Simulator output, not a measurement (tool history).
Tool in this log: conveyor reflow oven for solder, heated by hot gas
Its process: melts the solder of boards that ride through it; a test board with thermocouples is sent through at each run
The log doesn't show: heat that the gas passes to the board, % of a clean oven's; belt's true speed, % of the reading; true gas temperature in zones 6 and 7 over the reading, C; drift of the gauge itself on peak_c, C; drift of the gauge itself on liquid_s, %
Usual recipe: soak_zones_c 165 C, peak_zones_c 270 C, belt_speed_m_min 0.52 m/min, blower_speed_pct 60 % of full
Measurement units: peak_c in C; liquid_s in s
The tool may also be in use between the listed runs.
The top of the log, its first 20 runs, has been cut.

run,hour,soak_zones_c,peak_zones_c,belt_speed_m_min,blower_speed_pct,hours of work since the flux was cleaned out,hours of work since the belt drive was overhauled,hours of work since the thermocouples were changed,peak_c,liquid_s
21,1155.3,165,270,0.52,65,254,434,511,250.9,64
22,1205.2,179,271,0.526,60,291,471,548,252.5,71.1
# hour 1245.6: flux residue cleaned out of gas plates and filters
23,1261.5,170,274,0.475,54,12,509,587,256.2,78.8
24,1313.7,170,274,0.475,54,51,547,625,256.6,78.5
25,1383.7,165,279,0.52,58,102,599,677,257.4,70.3
26,1427.3,165,263,0.545,54,135,632,710,240.4,50.5
27,1479.4,165,284,0.467,81,173,670,748,269.1,88.5
28,1527.1,165,284,0.467,81,209,706,784,268.7,87.7
29,1566,160,284,0.467,71,238,735,812,266.9,85
30,1632.8,180,270,0.512,60,287,784,862,252.2,73.9
31,1665.2,168,275,0.49,59,311,808,886,255.4,74.5

Predict each of these 3 candidate next runs independently; none follows another, all start after run 31:
# hour 1679.3: flux residue cleaned out of gas plates and filters
A,1724.7,165,267,0.546,68,34,849,927,?,?
# hour 1679.3: flux residue cleaned out of gas plates and filters
B,1724.7,164,274,0.52,60,34,849,927,?,?
# hour 1679.3: flux residue cleaned out of gas plates and filters
C,1724.7,177,258,0.52,60,34,849,927,?,?

run,peak_c,liquid_s
A,246.5,58.1
B,252.8,66.4
C,241.4,60.3
Stripped of hidden state, with their random variation kept, the same runs would have yielded:
run,peak_c,liquid_s
A,248.4,58.8
B,254.7,66.8
C,243.3,61.3

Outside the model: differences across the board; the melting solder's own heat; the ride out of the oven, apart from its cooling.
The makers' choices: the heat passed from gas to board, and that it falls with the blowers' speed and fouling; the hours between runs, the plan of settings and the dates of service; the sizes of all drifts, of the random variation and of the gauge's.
